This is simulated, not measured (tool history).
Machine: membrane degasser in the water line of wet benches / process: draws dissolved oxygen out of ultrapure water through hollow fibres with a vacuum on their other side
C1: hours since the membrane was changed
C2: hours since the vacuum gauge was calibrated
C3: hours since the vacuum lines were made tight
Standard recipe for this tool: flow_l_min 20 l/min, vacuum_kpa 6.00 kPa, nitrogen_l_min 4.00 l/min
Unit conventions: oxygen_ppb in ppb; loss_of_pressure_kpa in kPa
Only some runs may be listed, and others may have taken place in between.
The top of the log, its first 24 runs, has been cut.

run 25 day=107.738 | flow_l_min=15 vacuum_kpa=6.00 nitrogen_l_min=6.15 | C1=4602 C2=4433 C3=6978 | oxygen_ppb=17.1 loss_of_pressure_kpa=25.90
run 26 day=111.346 | flow_l_min=22 vacuum_kpa=9.84 nitrogen_l_min=6.15 | C1=4688 C2=4520 C3=7064 | oxygen_ppb=61.0 loss_of_pressure_kpa=37.77
-- day=116.975 seals of the vacuum lines changed
run 27 day=116.975 | flow_l_min=13 vacuum_kpa=9.84 nitrogen_l_min=4.71 | C1=4821 C2=4653 C3=0 | oxygen_ppb=45.6 loss_of_pressure_kpa=22.57
run 28 day=122.538 | flow_l_min=20 vacuum_kpa=11.72 nitrogen_l_min=2.90 | C1=4955 C2=4786 C3=134 | oxygen_ppb=141.6 loss_of_pressure_kpa=34.72
run 29 day=126.438 | flow_l_min=14 vacuum_kpa=8.39 nitrogen_l_min=8.87 | C1=5048 C2=4880 C3=227 | oxygen_ppb=20.8 loss_of_pressure_kpa=24.34
run 30 day=130.396 | flow_l_min=20 vacuum_kpa=3.69 nitrogen_l_min=4.26 | C1=5143 C2=4975 C3=322 | oxygen_ppb=8.2 loss_of_pressure_kpa=34.49
run 31 day=136.700 | flow_l_min=20 vacuum_kpa=3.69 nitrogen_l_min=4.26 | C1=5295 C2=5126 C3=473 | oxygen_ppb=8.5 loss_of_pressure_kpa=34.76
run 32 day=143.179 | flow_l_min=14 vacuum_kpa=8.43 nitrogen_l_min=3.69 | C1=5450 C2=5282 C3=629 | oxygen_ppb=49.4 loss_of_pressure_kpa=24.07

Each row is a separate what-if for the run after 32, all from the same tool condition, not one after another. Results?
run A day=146.142 | flow_l_min=27 vacuum_kpa=6.00 nitrogen_l_min=4.00 | C1=5521 C2=5353 C3=700 | oxygen_ppb=? loss_of_pressure_kpa=?
run B day=146.142 | flow_l_min=27 vacuum_kpa=9.68 nitrogen_l_min=1.82 | C1=5521 C2=5353 C3=700 | oxygen_ppb=? loss_of_pressure_kpa=?
run C day=146.142 | flow_l_min=20 vacuum_kpa=8.85 nitrogen_l_min=4.00 | C1=5521 C2=5353 C3=700 | oxygen_ppb=? loss_of_pressure_kpa=?
run D day=146.142 | flow_l_min=25 vacuum_kpa=4.60 nitrogen_l_min=5.28 | C1=5521 C2=5353 C3=700 | oxygen_ppb=? loss_of_pressure_kpa=?

run=A oxygen_ppb=54.3 loss_of_pressure_kpa=46.82
run=B oxygen_ppb=222.3 loss_of_pressure_kpa=46.82
run=C oxygen_ppb=71.8 loss_of_pressure_kpa=34.96
run=D oxygen_ppb=23.0 loss_of_pressure_kpa=43.21
What these runs would have given with no unlogged condition in the tool:
run=A oxygen_ppb=54.2 loss_of_pressure_kpa=46.80
run=B oxygen_ppb=222.2 loss_of_pressure_kpa=46.80
run=C oxygen_ppb=71.7 loss_of_pressure_kpa=34.94
run=D oxygen_ppb=22.9 loss_of_pressure_kpa=43.19
